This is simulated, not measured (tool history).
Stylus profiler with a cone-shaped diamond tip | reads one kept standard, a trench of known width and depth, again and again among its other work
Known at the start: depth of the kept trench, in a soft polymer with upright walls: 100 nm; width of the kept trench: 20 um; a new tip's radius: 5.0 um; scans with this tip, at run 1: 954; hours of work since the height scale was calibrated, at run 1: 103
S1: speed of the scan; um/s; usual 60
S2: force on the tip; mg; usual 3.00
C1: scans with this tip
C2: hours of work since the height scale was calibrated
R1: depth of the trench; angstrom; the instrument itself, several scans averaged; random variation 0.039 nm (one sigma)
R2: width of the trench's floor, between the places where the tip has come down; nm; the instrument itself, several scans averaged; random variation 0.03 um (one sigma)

Run 1, hour 0.0: usual settings; C1 954; C2 103. Result: R1 1015.0 angstrom, R2 17650 nm.
Run 2, hour 47.9: usual settings but S2 4.51 mg; C1 1275; C2 138. Result: R1 1018.8 angstrom, R2 17690 nm.
Run 3, hour 132.9: usual settings but S2 4.51 mg; C1 1845; C2 200. Result: R1 1019.0 angstrom, R2 17710 nm.
Run 4, hour 229.3: usual settings but S2 4.51 mg; C1 2492; C2 270. Result: R1 1018.8 angstrom, R2 17660 nm.
Run 5, hour 304.1: usual settings but S2 6.53 mg; C1 2993; C2 324. Result: R1 1024.8 angstrom, R2 17700 nm.
Run 6, hour 389.7: usual settings but S2 6.53 mg; C1 3568; C2 386. Result: R1 1024.4 angstrom, R2 17610 nm.
Run 7, hour 432.8: usual settings; C1 3857; C2 417. Result: R1 1015.3 angstrom, R2 17570 nm.
Run 8, hour 494.2: usual settings but S1 119 um/s; C1 4269; C2 462. Result: R1 1015.2 angstrom, R2 17190 nm.
Run 9, hour 574.7: usual settings; C1 4808; C2 520. Result: R1 1015.2 angstrom, R2 17450 nm.
Run 10, hour 630.1: usual settings; C1 5180; C2 561. Result: R1 1015.6 angstrom, R2 17450 nm.
At hour 637.0: height scale calibrated on a step standard.
Run 11, hour 692.8: usual settings; C1 5597; C2 40. Result: R1 1016.8 angstrom, R2 17480 nm.
Run 12, hour 771.1: usual settings; C1 6123; C2 97. Result: R1 1016.6 angstrom, R2 17430 nm.
Run 13, hour 842.0: usual settings but S1 82 um/s, S2 1.38 mg; C1 6598; C2 149. Result: R1 1010.9 angstrom, R2 17060 nm.

Run 14 comes next. What will it give?
Run 14, hour 919.9: usual settings but S1 16 um/s, S2 2.84 mg; C1 7121; C2 205. Result: R1 ?, R2 ?.

Run 14 gave R1 1016.0 angstrom, R2 17600 nm.
Without the tool's hidden state the same run would have given R1 1012.7 angstrom, R2 17950 nm.
